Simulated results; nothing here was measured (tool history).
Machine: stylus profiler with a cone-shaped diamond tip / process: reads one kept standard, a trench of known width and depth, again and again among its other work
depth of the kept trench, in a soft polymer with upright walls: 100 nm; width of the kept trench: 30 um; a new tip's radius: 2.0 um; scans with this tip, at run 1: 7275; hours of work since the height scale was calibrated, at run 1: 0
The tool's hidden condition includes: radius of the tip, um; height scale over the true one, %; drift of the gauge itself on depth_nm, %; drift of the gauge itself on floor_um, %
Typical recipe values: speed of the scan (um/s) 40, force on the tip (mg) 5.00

run	hour	speed of the scan (um/s)	force on the tip (mg)	scans with this tip	hours of work since the height scale was calibrated	depth of the trench (angstrom)	width of the trench's floor (um)
1	0.0	40	5.00	7275	0	1021.1	28.33
2	66.0	40	5.00	7455	34	1020.7	28.33
3	138.7	98	5.00	7653	72	1020.6	28.07
4	198.5	40	6.02	7816	103	1024.1	28.31
5	243.7	10	6.02	7939	127	1024.6	28.35
6	281.4	10	6.02	8041	146	1024.0	28.40
7	331.8	10	6.02	8179	173	1024.2	28.47
8	392.1	10	6.02	8343	204	1024.7	28.42
9	436.2	10	6.02	8463	227	1024.4	28.42
10	494.0	10	6.02	8620	257	1024.4	28.39
11	572.5	21	6.02	8834	298	1024.5	28.43
12	620.7	40	3.52	8965	323	1017.9	28.28
13	681.7	40	3.52	9131	355	1017.8	28.25
14	735.9	40	3.52	9279	383	1017.7	28.25
15	813.6	74	3.52	9490	423	1017.8	28.11
16	851.2	16	3.52	9593	443	1018.0	28.33
17	890.9	40	9.33	9701	464	1033.1	28.31
18	961.7	40	9.33	9893	501	1033.2	28.31
19	1032.9	40	9.33	10087	538	1033.2	28.32
20	1076.1	40	9.33	10205	560	1033.3	28.28
21	1146.2	40	8.60	10396	597	1031.7	28.30
22	1207.1	30	5.00	10561	628	1022.7	28.23
23	1263.1	82	5.00	10714	657	1022.6	28.05
24	1316.9	37	4.46	10860	685	1021.8	28.18
25	1386.6	37	4.12	11050	722	1020.6	28.23
26	1424.7	40	5.00	11154	742	1024.1	28.16
27	1465.1	40	5.00	11264	763	1023.8	28.19
28	1515.5	40	4.02	11401	789	1021.0	28.16
29	1550.4	12	2.24	11496	807	1015.0	28.30
30	1614.2	12	2.24	11670	840	1015.4	28.24
31	1681.1	82	4.83	11852	875	1023.6	28.07
32	1740.2	29	4.83	12013	906	1023.7	28.18
33	1807.7	29	4.83	12197	941	1023.0	28.16
34	1857.5	21	8.13	12332	967	1032.3	28.26
35	1925.5	15	7.39	12517	1002	1030.2	28.28
36	1996.0	42	1.98	12709	1039	1015.1	28.06
37	2044.1	42	1.98	12840	1064	1014.5	28.07
38	2085.2	106	12.94	12952	1085	1043.0	28.06
39	2150.5	38	5.00	13130	1119	1024.5	28.16
40	2220.7	51	1.84	13321	1156	1014.7	27.98
41	2293.8	92	1.77	13520	1194	1014.5	27.75
42	2356.2	92	1.77	13690	1226	1014.0	27.72
43	2392.6	92	1.77	13789	1245	1014.3	27.70
44	2456.7	103	5.00	13963	1279	1026.0	27.92
45	2521.7	103	5.00	14140	1313	1025.2	27.86
46	2595.5	103	5.00	14341	1351	1025.6	27.88

For each run, the measured value with the value that run would have given without the tool's hidden condition subtracted. The run-to-run variation is shared by both, the gauge scatter possibly not:
run	depth of the trench (angstrom)	width of the trench's floor (um)
1	+0.4	-0.28
2	+0.5	-0.28
3	+0.6	-0.29
4	+0.7	-0.30
5	+0.8	-0.30
6	+0.9	-0.30
7	+1.0	-0.30
8	+1.1	-0.32
9	+1.2	-0.32
10	+1.2	-0.33
11	+1.4	-0.33
12	+1.5	-0.33
13	+1.6	-0.34
14	+1.6	-0.34
15	+1.8	-0.35
16	+1.9	-0.36
17	+2.0	-0.35
18	+2.1	-0.37
19	+2.2	-0.37
20	+2.3	-0.37
21	+2.4	-0.38
22	+2.5	-0.38
23	+2.6	-0.39
24	+2.7	-0.40
25	+2.8	-0.40
26	+2.9	-0.40
27	+3.0	-0.41
28	+3.1	-0.41
29	+3.1	-0.41
30	+3.2	-0.42
31	+3.3	-0.43
32	+3.5	-0.43
33	+3.6	-0.43
34	+3.7	-0.44
35	+3.9	-0.45
36	+3.9	-0.45
37	+3.9	-0.46
38	+4.1	-0.46
39	+4.2	-0.46
40	+4.3	-0.46
41	+4.4	-0.48
42	+4.5	-0.48
43	+4.6	-0.48
44	+4.8	-0.48
45	+4.9	-0.49
46	+5.0	-0.50
